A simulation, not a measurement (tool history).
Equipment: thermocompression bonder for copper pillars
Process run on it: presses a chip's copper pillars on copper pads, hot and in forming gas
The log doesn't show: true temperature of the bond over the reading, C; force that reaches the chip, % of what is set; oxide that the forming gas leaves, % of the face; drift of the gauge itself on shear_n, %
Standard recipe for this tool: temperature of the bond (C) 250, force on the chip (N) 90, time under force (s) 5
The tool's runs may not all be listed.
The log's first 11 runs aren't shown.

run    hour  temperature of the bond (C)  force on the chip (N)  time under force (s)  hours of work since the heater was calibrated  hours of work since the force cell was calibrated  hours of work since the gas filter was changed  force that shears a chip off (N)
 12   603.6                          250                     90                     4                                           1109                                                357                                             136                              85.2
 13   649.1                          250                     90                     8                                           1128                                                376                                             155                             100.9
 14   690.3                          250                     90                     8                                           1144                                                392                                             171                             101.3
 15   736.3                          250                     90                     8                                           1163                                                411                                             190                             101.3
 16   771.5                          250                     90                     8                                           1177                                                425                                             204                              99.7
 17   850.5                          250                     90                     8                                           1209                                                457                                             236                              97.4
 18   894.9                          250                     90                     5                                           1227                                                475                                             254                              86.2
      920.4  -- forming gas filter changed
 19     930                          274                     67                     9                                           1240                                                489                                               4                             121.6
 20   970.2                          238                     59                     9                                           1257                                                505                                              20                              73.4
 21  1021.6                          238                     59                     9                                           1277                                                525                                              41                              73.7
 22  1073.3                          238                     59                     9                                           1298                                                546                                              62                              72.2
 23  1109.6                          238                     59                     9                                           1313                                                561                                              76                              72.4
 24  1158.8                          258                     59                     5                                           1333                                                581                                              96                              83.8
 25  1237.6                          230                    112                     8                                           1364                                                612                                             128                              85.6
 26  1291.3                          230                    112                     8                                           1386                                                634                                             149                              84.5
 27  1332.4                          244                    117                     7                                           1403                                                651                                             166                             102.3
     1368.5  -- heater calibrated with a thermocouple chip
 28  1389.9                          244                    113                    10                                              9                                                673                                             188                             116.9
 29  1444.5                          250                     72                     5                                             31                                                695                                             210                              87.5
 30    1505                          245                    121                     5                                             55                                                719                                             235                             103.9
 31    1570                          267                     85                     3                                             81                                                746                                             261                             101.8
       1579  -- forming gas filter changed
 32  1612.1                          267                     85                     3                                             98                                                762                                              13                             105.9
 33  1690.5                          267                     85                     3                                            130                                                794                                              45                             106.5
 34    1765                          272                     90                     4                                            159                                                824                                              75                             118.9
 35  1833.7                          272                     90                     4                                            187                                                852                                             103                             118.3

Branching from run 35: 5 alternative next runs. What would each branch give?
  A  1915.6                          254                     56                     4                                            220                                                885                                             136                                 ?
  B  1915.6                          250                     65                     5                                            220                                                885                                             136                                 ?
  C  1915.6                          256                     68                     4                                            220                                                885                                             136                                 ?
  D  1915.6                          250                     90                    12                                            220                                                885                                             136                                 ?
  E  1915.6                          235                     90                     5                                            220                                                885                                             136                                 ?

run  force that shears a chip off (N)
  A                              78.3
  B                              83.4
  C                              88.4
  D                             117.5
  E                              80.3
Take away the tool's hidden state, keep each run's random variation, and the runs would have read:
run  force that shears a chip off (N)
  A                              80.7
  B                                86
  C                              91.1
  D                             121.5
  E                              82.9
